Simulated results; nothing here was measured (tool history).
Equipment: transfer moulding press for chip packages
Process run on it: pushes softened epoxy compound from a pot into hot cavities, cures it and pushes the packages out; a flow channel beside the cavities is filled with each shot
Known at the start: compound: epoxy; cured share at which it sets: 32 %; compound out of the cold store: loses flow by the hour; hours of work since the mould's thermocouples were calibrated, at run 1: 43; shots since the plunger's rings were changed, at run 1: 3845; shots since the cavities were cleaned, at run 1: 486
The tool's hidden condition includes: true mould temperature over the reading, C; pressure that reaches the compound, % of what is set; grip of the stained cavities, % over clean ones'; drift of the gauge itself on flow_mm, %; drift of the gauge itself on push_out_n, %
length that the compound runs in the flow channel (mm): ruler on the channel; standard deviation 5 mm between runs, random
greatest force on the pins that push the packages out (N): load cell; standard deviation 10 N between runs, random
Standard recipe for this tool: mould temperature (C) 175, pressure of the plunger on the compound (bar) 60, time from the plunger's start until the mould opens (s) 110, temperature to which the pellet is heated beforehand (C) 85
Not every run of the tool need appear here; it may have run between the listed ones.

run   hour  mould temperature (C)  pressure of the plunger on the compound (bar)  time from the plunger's start until the mould opens (s)  temperature to which the pellet is heated beforehand (C)  hours of work since the mould's thermocouples were calibrated  shots since the plunger's rings were changed  shots since the cavities were cleaned  incoming compound's hours out of the cold store  length that the compound runs in the flow channel (mm)  greatest force on the pins that push the packages out (N)
  1      0                    175                                             60                                                      110                                                        85                                                             43                                          3845                                    486                                              8.4                                                     950                                                        646
  2   21.5                    175                                             60                                                      110                                                        78                                                             51                                          3984                                    625                                             47.7                                                     767                                                        629
  3   44.3                    175                                           70.5                                                      110                                                        85                                                             61                                          4132                                    773                                               31                                                     908                                                        684
  4     56                    175                                             60                                                      110                                                        75                                                             65                                          4207                                    848                                             34.5                                                     837                                                        683
      60.4  -- plunger's sealing rings changed
      63.9  -- cavities cleaned with cleaning compound and waxed
  5   82.7                    175                                             60                                                      110                                                        75                                                             74                                           135                                    122                                             17.9                                                     932                                                        519
  6  102.2                    175                                             60                                                      110                                                        75                                                             82                                           262                                    249                                             21.6                                                     916                                                        575
  7  115.4                    175                                             60                                                      110                                                        75                                                             88                                           347                                    334                                             10.4                                                     970                                                        638
  8  131.3                    175                                             60                                                      110                                                        75                                                             94                                           450                                    437                                             44.4                                                     819                                                        617
  9  144.7                    175                                             60                                                      110                                                        75                                                            100                                           537                                    524                                              9.8                                                     960                                                        691
 10    166                    175                                           48.1                                                      110                                                        85                                                            108                                           675                                    662                                               28                                                     795                                                        662
 11  181.4                    168                                             60                                                      110                                                        85                                                            114                                           774                                    761                                             39.6                                                     863                                                       1020
 12  194.8                    168                                             60                                                      110                                                        85                                                            120                                           862                                    849                                             18.3                                                     963                                                       1163
     199.3  -- cavities cleaned with cleaning compound and waxed
 13    215                    168                                             60                                                      110                                                        85                                                            127                                           983                                    102                                              8.8                                                    1003                                                        916
 14  227.9                    168                                             60                                                      110                                                        85                                                            132                                          1066                                    185                                             14.7                                                     970                                                        926
 15  245.3                    168                                             60                                                      110                                                        85                                                            139                                          1179                                    298                                             16.6                                                     963                                                        983
 16  257.9                    168                                             60                                                      110                                                        85                                                            145                                          1261                                    380                                             35.4                                                     883                                                        957
 17  271.7                    168                                             60                                                      110                                                        85                                                            150                                          1350                                    469                                             39.6                                                     853                                                        961
 18  281.3                    180                                             60                                                      132                                                        85                                                            154                                          1412                                    531                                               47                                                     782                                                        545
 19  300.1                    175                                             60                                                      127                                                        91                                                            162                                          1534                                    653                                             17.4                                                     917                                                        594
 20  321.4                    175                                             60                                                      127                                                        91                                                            170                                          1672                                    791                                             11.1                                                     958                                                        615
 21  331.8                    175                                             60                                                      127                                                        91                                                            174                                          1739                                    858                                              8.4                                                     964                                                        626
     334.4  -- cavities cleaned with cleaning compound and waxed
 22  344.5                    183                                           56.9                                                      127                                                        91                                                            179                                          1812                                     66                                             33.6                                                     797                                                        384
 23  360.8                    183                                           56.9                                                      127                                                        91                                                            185                                          1918                                    172                                             20.1                                                     847                                                        423
 24  380.7                    175                                           63.3                                                      110                                                        85                                                            193                                          2047                                    301                                             31.2                                                     882                                                        566
 25  392.7                    175                                           48.3                                                      125                                                        85                                                            198                                          2124                                    378                                             40.9                                                     737                                                        521
 26  415.5                    175                                           48.3                                                      125                                                        82                                                            207                                          2272                                    526                                               33                                                     752                                                        552
 27  432.5                    175                                           48.3                                                      125                                                        82                                                            214                                          2382                                    636                                             35.3                                                     754                                                        590
 28  452.7                    175                                           56.6                                                      110                                                        86                                                            222                                          2513                                    767                                             21.9                                                     858                                                        679
     469.7  -- cavities cleaned with cleaning compound and waxed
 29  469.7                    180                                           56.6                                                      110                                                        86                                                            229                                          2614                                      1                                             13.3                                                     882                                                        407
 30  486.3                    171                                           62.2                                                      113                                                        87                                                            235                                          2721                                    108                                             41.3                                                     837                                                        599

3 options for the next run, each taken on its own from the tool as it stands now. Forecast them:
  A  506.8                    177                                           62.2                                                      148                                                        87                                                            244                                          2853                                    240                                              9.8                                                       ?                                                          ?
  B  506.8                    175                                           53.6                                                      126                                                        76                                                            244                                          2853                                    240                                             43.1                                                       ?                                                          ?
  C  506.8                    171                                             67                                                       94                                                        93                                                            244                                          2853                                    240                                             11.7                                                       ?                                                          ?

run  length that the compound runs in the flow channel (mm)  greatest force on the pins that push the packages out (N)
  A                                                     957                                                        464
  B                                                     754                                                        476
  C                                                    1010                                                       1052
With the hidden condition removed and each run's random variation left untouched, the same runs would have given:
run  length that the compound runs in the flow channel (mm)  greatest force on the pins that push the packages out (N)
  A                                                     988                                                        383
  B                                                     779                                                        392
  C                                                    1043                                                        867
